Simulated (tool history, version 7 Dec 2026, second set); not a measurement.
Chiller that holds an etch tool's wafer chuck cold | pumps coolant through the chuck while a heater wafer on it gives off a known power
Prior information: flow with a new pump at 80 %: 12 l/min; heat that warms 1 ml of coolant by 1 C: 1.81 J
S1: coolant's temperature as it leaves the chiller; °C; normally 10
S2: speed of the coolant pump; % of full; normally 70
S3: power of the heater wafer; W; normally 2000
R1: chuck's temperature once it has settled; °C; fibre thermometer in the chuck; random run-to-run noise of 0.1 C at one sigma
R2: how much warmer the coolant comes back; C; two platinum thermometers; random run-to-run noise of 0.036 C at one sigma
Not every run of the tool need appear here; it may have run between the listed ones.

{"run": 1, "day": 0.0, "S1": 10, "S2": 70, "S3": 2000, "R1": 27.6, "R2": 6.42}
{"run": 2, "day": 3.1, "S1": 10, "S2": 70, "S3": 2000, "R1": 27.7, "R2": 6.41}
{"run": 3, "day": 5.329, "S1": 10, "S2": 70, "S3": 2000, "R1": 27.7, "R2": 6.39}
{"run": 4, "day": 7.842, "S1": 10, "S2": 70, "S3": 2000, "R1": 27.8, "R2": 6.44}
{"run": 5, "day": 9.417, "S1": 10, "S2": 73, "S3": 2000, "R1": 27.4, "R2": 6.13}
{"run": 6, "day": 12.4, "S1": 10, "S2": 73, "S3": 2000, "R1": 27.4, "R2": 6.18}
{"run": 7, "day": 15.442, "S1": 10, "S2": 73, "S3": 2768, "R1": 34, "R2": 8.45}
{"run": 8, "day": 17.925, "S1": 10, "S2": 70, "S3": 2000, "R1": 27.6, "R2": 6.49}
{"run": 9, "day": 19.792, "S1": 10, "S2": 99, "S3": 2000, "R1": 24.6, "R2": 4.4}
{"run": 10, "day": 22.125, "S1": 10, "S2": 99, "S3": 2000, "R1": 24.3, "R2": 4.44}
{"run": 11, "day": 24.871, "S1": 13, "S2": 70, "S3": 2000, "R1": 30.7, "R2": 6.47}
{"run": 12, "day": 26.396, "S1": 13, "S2": 70, "S3": 2000, "R1": 30.8, "R2": 6.44}
{"run": 13, "day": 28.462, "S1": 10, "S2": 70, "S3": 2000, "R1": 27.7, "R2": 6.51}
{"run": 14, "day": 31.525, "S1": 10, "S2": 70, "S3": 2000, "R1": 27.6, "R2": 6.47}
{"run": 15, "day": 33.325, "S1": 10, "S2": 70, "S3": 2000, "R1": 27.6, "R2": 6.48}
{"run": 16, "day": 36.054, "S1": 10, "S2": 70, "S3": 1451, "R1": 22.9, "R2": 4.72}
{"run": 17, "day": 39.283, "S1": 14, "S2": 70, "S3": 2000, "R1": 31.7, "R2": 6.5}
{"run": 18, "day": 41.342, "S1": 5, "S2": 70, "S3": 1066, "R1": 14.3, "R2": 3.57}
{"run": 19, "day": 43.592, "S1": 5, "S2": 70, "S3": 1066, "R1": 14.3, "R2": 3.52}
{"run": 20, "day": 45.771, "S1": 1, "S2": 74, "S3": 1066, "R1": 10.2, "R2": 3.35}
{"run": 21, "day": 47.454, "S1": 6, "S2": 74, "S3": 2000, "R1": 23.2, "R2": 6.19}
{"run": 22, "day": 49.796, "S1": 6, "S2": 64, "S3": 1465, "R1": 19.6, "R2": 5.24}
{"run": 23, "day": 52.733, "S1": 7, "S2": 70, "S3": 2000, "R1": 24.6, "R2": 6.55}
{"run": 24, "day": 55.062, "S1": 7, "S2": 70, "S3": 2000, "R1": 24.6, "R2": 6.64}
{"run": 25, "day": 58.158, "S1": 7, "S2": 70, "S3": 2000, "R1": 24.7, "R2": 6.53}
{"run": 26, "day": 60.167, "S1": 16, "S2": 70, "S3": 1222, "R1": 26.8, "R2": 4.13}
{"run": 27, "day": 61.608, "S1": 7, "S2": 73, "S3": 1074, "R1": 16.1, "R2": 3.5}
{"run": 28, "day": 64.308, "S1": 3, "S2": 85, "S3": 1074, "R1": 11.5, "R2": 3.03}
{"run": 29, "day": 66.279, "S1": 3, "S2": 85, "S3": 1074, "R1": 11.7, "R2": 2.97}
{"run": 30, "day": 67.646, "S1": 3, "S2": 85, "S3": 1074, "R1": 11.4, "R2": 3}
{"run": 31, "day": 69.821, "S1": 3, "S2": 85, "S3": 1074, "R1": 11.4, "R2": 3.03}
{"run": 32, "day": 71.538, "S1": 3, "S2": 89, "S3": 1074, "R1": 11.3, "R2": 2.88}

Some steps in R2 between neighbouring runs. How much of each would the tool show without its hidden state too (settings, what came in, random variation), and how much is left for the hidden state, with any gauge scatter that isn't in both results?
What the log doesn't record here: heat passed by the chuck's channels, % of clean ones'; flow at a given pump speed, % of a new pump's; coolant's true temperature over the reading, C; drift of the gauge itself on chuck_c, C; drift of the gauge itself on warmer_back_c, C.
Run 1 -> 2: no setting changed, nothing entered. R2 -0.01 C: hidden state +0.01, all else -0.02.
Run 6 -> 7: S3 2000 -> 2768. R2 +2.27 C: hidden state +0.02, all else +2.25.
Run 16 -> 17: S1 10 -> 14, S3 1451 -> 2000. R2 +1.78 C: hidden state +0.02, all else +1.76.
Run 17 -> 18: S1 14 -> 5, S3 2000 -> 1066. R2 -2.93 C: hidden state +0.01, all else -2.94.
Run 20 -> 21: S1 1 -> 6, S3 1066 -> 2000. R2 +2.84 C: hidden state +0, all else +2.84.
Run 25 -> 26: S1 7 -> 16, S3 2000 -> 1222. R2 -2.4 C: hidden state +0.01, all else -2.41.
